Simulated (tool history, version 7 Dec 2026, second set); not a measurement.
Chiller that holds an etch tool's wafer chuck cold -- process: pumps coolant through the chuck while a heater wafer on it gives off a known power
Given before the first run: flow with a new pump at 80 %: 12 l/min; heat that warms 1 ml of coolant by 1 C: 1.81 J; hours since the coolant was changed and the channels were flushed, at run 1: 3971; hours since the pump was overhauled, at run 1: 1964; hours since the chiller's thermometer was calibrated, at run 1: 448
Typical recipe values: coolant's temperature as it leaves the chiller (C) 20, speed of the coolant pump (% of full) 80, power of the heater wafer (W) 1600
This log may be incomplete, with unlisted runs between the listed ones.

| run | hour | coolant's temperature as it leaves the chiller (C) | speed of the coolant pump (% of full) | power of the heater wafer (W) | hours since the coolant was changed and the channels were flushed | hours since the pump was overhauled | hours since the chiller's thermometer was calibrated | chuck's temperature once it has settled (K) | how much warmer the coolant comes back (C) |
|---|---|---|---|---|---|---|---|---|---|
| 1 | 0.0 | 20 | 80 | 1600 | 3971 | 1964 | 448 | 311.85 | 4.52 |
| 2 | 123.8 | 20 | 80 | 1600 | 4095 | 2088 | 571 | 311.95 | 4.51 |
| 3 | 241.8 | 20 | 80 | 1600 | 4213 | 2206 | 689 | 311.95 | 4.49 |
| 4 | 338.3 | 20 | 80 | 1600 | 4309 | 2302 | 786 | 311.95 | 4.55 |
| 5 | 421.0 | 20 | 80 | 1600 | 4392 | 2385 | 869 | 312.15 | 4.57 |
| 6 | 505.1 | 20 | 80 | 1600 | 4476 | 2469 | 953 | 312.25 | 4.58 |
| 7 | 623.7 | 20 | 80 | 1600 | 4595 | 2588 | 1071 | 312.55 | 4.54 |
| 8 | 722.2 | 20 | 80 | 1600 | 4693 | 2686 | 1170 | 312.45 | 4.54 |
|  | 795.7 | coolant changed, channels flushed |
| 9 | 856.9 | 20 | 80 | 1086 | 61 | 2815 | 1299 | 304.35 | 3.09 |
| 10 | 916.7 | 16 | 80 | 1600 | 121 | 2875 | 1358 | 305.65 | 4.51 |
| 11 | 1061.3 | 20 | 80 | 1600 | 266 | 3019 | 1503 | 309.85 | 4.54 |
| 12 | 1152.6 | 20 | 80 | 1600 | 357 | 3110 | 1594 | 309.95 | 4.58 |
| 13 | 1224.3 | 20 | 80 | 1600 | 429 | 3182 | 1666 | 309.85 | 4.58 |
| 14 | 1365.4 | 20 | 80 | 1600 | 570 | 3323 | 1807 | 309.75 | 4.57 |
| 15 | 1429.0 | 20 | 80 | 1600 | 633 | 3387 | 1871 | 310.15 | 4.56 |
| 16 | 1553.3 | 20 | 80 | 1600 | 758 | 3511 | 1995 | 310.15 | 4.62 |
| 17 | 1652.9 | 13 | 97 | 1803 | 857 | 3611 | 2094 | 302.75 | 4.25 |
| 18 | 1794.4 | 13 | 97 | 1803 | 999 | 3752 | 2236 | 302.65 | 4.32 |
| 19 | 1875.6 | 13 | 85 | 1010 | 1080 | 3833 | 2317 | 296.35 | 2.74 |
| 20 | 1970.7 | 13 | 72 | 804 | 1175 | 3929 | 2412 | 295.45 | 2.56 |
| 21 | 2040.3 | 21 | 74 | 804 | 1245 | 3998 | 2482 | 303.25 | 2.50 |
| 22 | 2179.5 | 20 | 80 | 800 | 1384 | 4137 | 2621 | 301.55 | 2.24 |
| 23 | 2299.0 | 14 | 63 | 2068 | 1503 | 4257 | 2741 | 314.75 | 7.53 |
|  | 2310.6 | chiller's thermometer calibrated |
| 24 | 2391.2 | 14 | 63 | 2068 | 1595 | 4348 | 81 | 315.55 | 7.55 |
| 25 | 2453.1 | 12 | 96 | 981 | 1656 | 4410 | 142 | 294.75 | 2.34 |
| 26 | 2520.7 | 12 | 96 | 981 | 1724 | 4478 | 210 | 294.75 | 2.37 |
| 27 | 2617.2 | 12 | 96 | 981 | 1821 | 4574 | 307 | 294.75 | 2.38 |
| 28 | 2718.3 | 16 | 68 | 1600 | 1922 | 4675 | 408 | 309.85 | 5.43 |
| 29 | 2826.7 | 13 | 78 | 1010 | 2030 | 4784 | 516 | 297.95 | 3.04 |
| 30 | 2947.7 | 27 | 63 | 1470 | 2151 | 4905 | 637 | 320.55 | 5.42 |
| 31 | 3036.2 | 27 | 63 | 1470 | 2239 | 4993 | 726 | 320.75 | 5.41 |
| 32 | 3104.4 | 17 | 80 | 1735 | 2308 | 5061 | 794 | 310.15 | 5.03 |

Below, some changes in chuck's temperature once it has settled (K) between adjacent runs. For each, the amount present without the hidden state too (settings, incoming material, random variation) and the amount remaining for the hidden state with gauge scatter not shared by both compared results:
The tool's hidden condition here consists of: heat passed by the chuck's channels, % of clean ones'; flow at a given pump speed, % of a new pump's; coolant's true temperature over the reading, C; drift of the gauge itself on chuck_c, C; drift of the gauge itself on warmer_back_c, C.
Run 8 -> 9: power of the heater wafer (W) 1600 -> 1086, coolant changed, channels flushed. chuck's temperature once it has settled (K) -8.10: hidden state -3.00, all else -5.10.
Run 22 -> 23: coolant's temperature as it leaves the chiller (C) 20 -> 14, speed of the coolant pump (% of full) 80 -> 63, power of the heater wafer (W) 800 -> 2068. chuck's temperature once it has settled (K) +13.20: hidden state +1.80, all else +11.40.
Run 24 -> 25: coolant's temperature as it leaves the chiller (C) 14 -> 12, speed of the coolant pump (% of full) 63 -> 96, power of the heater wafer (W) 2068 -> 981. chuck's temperature once it has settled (K) -20.80: hidden state -1.80, all else -19.00.
Run 27 -> 28: coolant's temperature as it leaves the chiller (C) 12 -> 16, speed of the coolant pump (% of full) 96 -> 68, power of the heater wafer (W) 981 -> 1600. chuck's temperature once it has settled (K) +15.10: hidden state +1.30, all else +13.80.
Run 29 -> 30: coolant's temperature as it leaves the chiller (C) 13 -> 27, speed of the coolant pump (% of full) 78 -> 63, power of the heater wafer (W) 1010 -> 1470. chuck's temperature once it has settled (K) +22.60: hidden state +1.10, all else +21.50.
